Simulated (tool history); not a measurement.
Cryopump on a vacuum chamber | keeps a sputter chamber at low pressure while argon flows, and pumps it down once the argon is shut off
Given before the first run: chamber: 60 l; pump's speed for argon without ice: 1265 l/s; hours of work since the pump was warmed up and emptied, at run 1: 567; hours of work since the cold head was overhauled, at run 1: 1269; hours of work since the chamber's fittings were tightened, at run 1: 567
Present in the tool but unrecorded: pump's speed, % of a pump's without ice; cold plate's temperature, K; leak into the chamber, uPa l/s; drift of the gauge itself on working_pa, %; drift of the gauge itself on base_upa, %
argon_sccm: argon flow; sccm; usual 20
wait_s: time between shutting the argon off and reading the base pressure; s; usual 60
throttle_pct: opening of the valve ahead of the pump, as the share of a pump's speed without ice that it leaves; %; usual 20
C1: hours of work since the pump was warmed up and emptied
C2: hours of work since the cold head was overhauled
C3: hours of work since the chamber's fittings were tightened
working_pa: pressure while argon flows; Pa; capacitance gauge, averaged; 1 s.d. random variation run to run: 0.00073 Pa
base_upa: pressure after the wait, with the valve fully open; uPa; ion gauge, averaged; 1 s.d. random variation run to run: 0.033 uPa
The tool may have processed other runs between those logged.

Run 1, day 0: usual settings; C1 567; C2 1269; C3 567. Result: working_pa 0.1431 Pa, base_upa 2.65 uPa.
Run 2, day 2.621: usual settings but argon_sccm 19 sccm; C1 598; C2 1301; C3 598. Result: working_pa 0.1377 Pa, base_upa 2.79 uPa.
Run 3, day 4.192: usual settings but wait_s 170 s; C1 617; C2 1320; C3 617. Result: working_pa 0.1444 Pa, base_upa 1.81 uPa.
Run 4, day 5.9: usual settings but wait_s 170 s; C1 638; C2 1340; C3 638. Result: working_pa 0.1447 Pa, base_upa 1.89 uPa.
Run 5, day 7.608: usual settings but wait_s 170 s; C1 659; C2 1361; C3 659. Result: working_pa 0.1459 Pa, base_upa 1.89 uPa.
At day 8.812: pump warmed up, emptied and cooled again.
Run 6, day 9.458: usual settings but wait_s 170 s; C1 8; C2 1381; C3 679. Result: working_pa 0.1343 Pa, base_upa 1.54 uPa.
Run 7, day 12.129: usual settings but wait_s 170 s; C1 40; C2 1413; C3 711. Result: working_pa 0.1343 Pa, base_upa 1.54 uPa.
Run 8, day 13.783: usual settings but throttle_pct 49 %; C1 60; C2 1433; C3 731. Result: working_pa 0.0564 Pa, base_upa 2.5 uPa.
Run 9, day 16.362: usual settings but throttle_pct 49 %; C1 91; C2 1464; C3 762. Result: working_pa 0.0569 Pa, base_upa 2.71 uPa.
Run 10, day 17.7: usual settings but argon_sccm 32 sccm, wait_s 31 s, throttle_pct 37 %; C1 107; C2 1480; C3 778. Result: working_pa 0.1185 Pa, base_upa 4.16 uPa.
Run 11, day 19.2: usual settings but throttle_pct 44 %; C1 126; C2 1499; C3 796. Result: working_pa 0.0636 Pa, base_upa 2.65 uPa.
Run 12, day 20.683: usual settings but argon_sccm 9 sccm, wait_s 232 s; C1 144; C2 1517; C3 814. Result: working_pa 0.0617 Pa, base_upa 1.59 uPa.
Run 13, day 21.888: usual settings but wait_s 52 s, throttle_pct 40 %; C1 158; C2 1531; C3 829. Result: working_pa 0.0705 Pa, base_upa 3 uPa.
Run 14, day 23.329: usual settings but argon_sccm 10 sccm, throttle_pct 26 %; C1 176; C2 1549; C3 846. Result: working_pa 0.0533 Pa, base_upa 2.86 uPa.
Run 15, day 24.467: usual settings but argon_sccm 10 sccm, throttle_pct 26 %; C1 189; C2 1562; C3 860. Result: working_pa 0.0524 Pa, base_upa 2.79 uPa.
Run 16, day 26.879: usual settings but argon_sccm 15 sccm; C1 218; C2 1591; C3 889. Result: working_pa 0.1022 Pa, base_upa 2.8 uPa.
Run 17, day 28.012: usual settings but argon_sccm 13 sccm, wait_s 128 s, throttle_pct 37 %; C1 232; C2 1605; C3 903. Result: working_pa 0.0498 Pa, base_upa 2.03 uPa.
Run 18, day 29.871: usual settings but argon_sccm 10 sccm, wait_s 55 s, throttle_pct 58 %; C1 255; C2 1628; C3 925. Result: working_pa 0.0263 Pa, base_upa 3.08 uPa.

Per-run results on a tool with no hidden state, each run keeping its own random variation:
run  working_pa  base_upa
  1      0.1331      1.76
  2      0.1275      1.79
  3      0.1331      0.78
  4      0.1329      0.81
  5      0.1335      0.78
  6      0.1335       0.8
  7      0.1331      0.76
  8      0.0549      1.71
  9       0.055      1.84
 10       0.115      3.27
 11      0.0612      1.75
 12      0.0605      0.62
 13      0.0676      2.03
 14      0.0517      1.84
 15      0.0507      1.79
 16      0.0993      1.75
 17      0.0471      0.96
 18      0.0241      1.96
